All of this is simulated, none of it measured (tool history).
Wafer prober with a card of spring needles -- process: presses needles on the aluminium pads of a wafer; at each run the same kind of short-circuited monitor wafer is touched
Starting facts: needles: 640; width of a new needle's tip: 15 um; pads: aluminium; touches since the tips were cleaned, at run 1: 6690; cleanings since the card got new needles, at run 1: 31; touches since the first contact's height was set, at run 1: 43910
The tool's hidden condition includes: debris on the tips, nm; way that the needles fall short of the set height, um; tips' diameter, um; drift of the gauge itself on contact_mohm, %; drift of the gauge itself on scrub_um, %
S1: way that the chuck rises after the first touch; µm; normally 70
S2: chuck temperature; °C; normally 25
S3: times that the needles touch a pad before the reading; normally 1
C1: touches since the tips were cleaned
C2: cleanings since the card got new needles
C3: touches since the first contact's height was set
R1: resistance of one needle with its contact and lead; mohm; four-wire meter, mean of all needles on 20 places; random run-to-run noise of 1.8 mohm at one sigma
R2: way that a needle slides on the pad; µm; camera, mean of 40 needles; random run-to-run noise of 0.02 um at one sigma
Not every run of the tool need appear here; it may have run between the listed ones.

| run | hour | S1 | S2 | S3 | C1 | C2 | C3 | R1 | R2 |
|---|---|---|---|---|---|---|---|---|---|
| 1 | 0 | 70 | 25 | 1 | 6690 | 31 | 43910 | 234 | 12.38 |
|  | 4.9 | tips cleaned on abrasive film |
| 2 | 14.2 | 70 | 25 | 1 | 4752 | 32 | 51147 | 248 | 12.41 |
|  | 22.9 | tips cleaned on abrasive film |
| 3 | 28.1 | 70 | 25 | 1 | 2664 | 33 | 58226 | 221 | 12.41 |
|  | 40.5 | tips cleaned on abrasive film |
| 4 | 40.5 | 70 | 25 | 1 | 0 | 34 | 64554 | 189 | 12.39 |
| 5 | 48.3 | 70 | 25 | 1 | 4014 | 34 | 68568 | 228 | 12.4 |
|  | 58.6 | tips cleaned on abrasive film |
| 6 | 65.1 | 70 | 25 | 1 | 3345 | 35 | 77155 | 223 | 12.36 |
|  | 76.4 | tips cleaned on abrasive film |
| 7 | 80.9 | 70 | 25 | 1 | 2338 | 36 | 85251 | 214 | 12.4 |
|  | 88.2 | tips cleaned on abrasive film, once more |
| 8 | 89.8 | 70 | 25 | 1 | 799 | 37 | 89753 | 201 | 12.37 |
| 9 | 103 | 70 | 94 | 1 | 7568 | 37 | 96522 | 252 | 12.36 |
|  | 105.9 | tips cleaned on abrasive film |
| 10 | 115.5 | 70 | 25 | 3 | 4917 | 38 | 102917 | 203 | 12.35 |
|  | 123.1 | tips cleaned on abrasive film |
| 11 | 132.6 | 70 | 25 | 3 | 4861 | 39 | 111641 | 202 | 12.36 |
|  | 140.5 | tips cleaned on abrasive film |
| 12 | 143 | 74 | 25 | 1 | 1323 | 40 | 116961 | 207 | 13.09 |
| 13 | 153.3 | 74 | 25 | 1 | 6619 | 40 | 122257 | 231 | 13.05 |
|  | 157.7 | tips cleaned on abrasive film |
| 14 | 169 | 74 | 25 | 1 | 5787 | 41 | 130249 | 228 | 13.04 |
|  | 175 | tips cleaned on abrasive film |
| 15 | 180.2 | 74 | 25 | 1 | 2630 | 42 | 135940 | 215 | 13.04 |
|  | 182.8 | height of the first contact set anew |
|  | 193.1 | tips cleaned on abrasive film |
| 16 | 193.4 | 70 | 25 | 2 | 166 | 43 | 5415 | 192 | 12.48 |
| 17 | 208 | 70 | 25 | 2 | 7639 | 43 | 12888 | 216 | 12.45 |
|  | 210.9 | tips cleaned on abrasive film |
| 18 | 221.7 | 70 | 51 | 1 | 5580 | 44 | 19889 | 239 | 12.45 |
|  | 228.3 | tips cleaned on abrasive film |
| 19 | 229.6 | 78 | 59 | 2 | 709 | 45 | 23917 | 198 | 13.84 |
| 20 | 241.1 | 69 | 41 | 1 | 6573 | 45 | 29781 | 241 | 12.27 |
|  | 246.7 | tips cleaned on abrasive film |
| 21 | 257.7 | 83 | 25 | 1 | 5659 | 46 | 38270 | 224 | 14.75 |
|  | 264.3 | tips cleaned on abrasive film |
| 22 | 267.2 | 83 | 25 | 1 | 1508 | 47 | 43139 | 199 | 14.75 |
| 23 | 274.8 | 83 | 25 | 1 | 5367 | 47 | 46998 | 219 | 14.74 |
|  | 282.1 | tips cleaned on abrasive film |
| 24 | 283.3 | 62 | 68 | 1 | 627 | 48 | 51355 | 212 | 11 |
| 25 | 295.3 | 54 | 29 | 2 | 6765 | 48 | 57493 | 238 | 9.57 |
|  | 299.8 | tips cleaned on abrasive film |
| 26 | 312.3 | 87 | 73 | 1 | 6408 | 49 | 66193 | 224 | 15.45 |
|  | 317.4 | tips cleaned on abrasive film |
| 27 | 325.6 | 87 | 73 | 1 | 4238 | 50 | 72978 | 223 | 15.45 |
|  | 335 | tips cleaned on abrasive film |
| 28 | 340.6 | 90 | 36 | 2 | 2897 | 51 | 80650 | 199 | 15.96 |
| 29 | 348.4 | 64 | 44 | 1 | 6912 | 51 | 84665 | 255 | 11.31 |
|  | 352.8 | tips cleaned on abrasive film |
| 30 | 361.4 | 64 | 44 | 1 | 4414 | 52 | 91290 | 242 | 11.32 |
|  | 370.2 | tips cleaned on abrasive film |
| 31 | 375.1 | 64 | 44 | 1 | 2553 | 53 | 98284 | 228 | 11.29 |
|  | 387.8 | tips cleaned on abrasive film |
| 32 | 390.1 | 50 | 25 | 1 | 1185 | 54 | 105925 | 229 | 8.77 |

4 ways to go on from here, each from the tool as it stands after run 32. What would each give?
| A | 400.2 | 56 | 97 | 2 | 6370 | 54 | 111110 | ? | ? |
| B | 400.2 | 64 | 25 | 2 | 6370 | 54 | 111110 | ? | ? |
| C | 400.2 | 68 | 94 | 2 | 6370 | 54 | 111110 | ? | ? |
| D | 400.2 | 50 | 90 | 2 | 6370 | 54 | 111110 | ? | ? |

| run | R1 | R2 |
|---|---|---|
| A | 244 | 9.88 |
| B | 225 | 11.3 |
| C | 233 | 12 |
| D | 256 | 8.82 |
Stripped of hidden state, with their random variation kept, the same runs would have yielded:
| run | R1 | R2 |
|---|---|---|
| A | 199 | 9.99 |
| B | 184 | 11.41 |
| C | 200 | 12.11 |
| D | 200 | 8.94 |
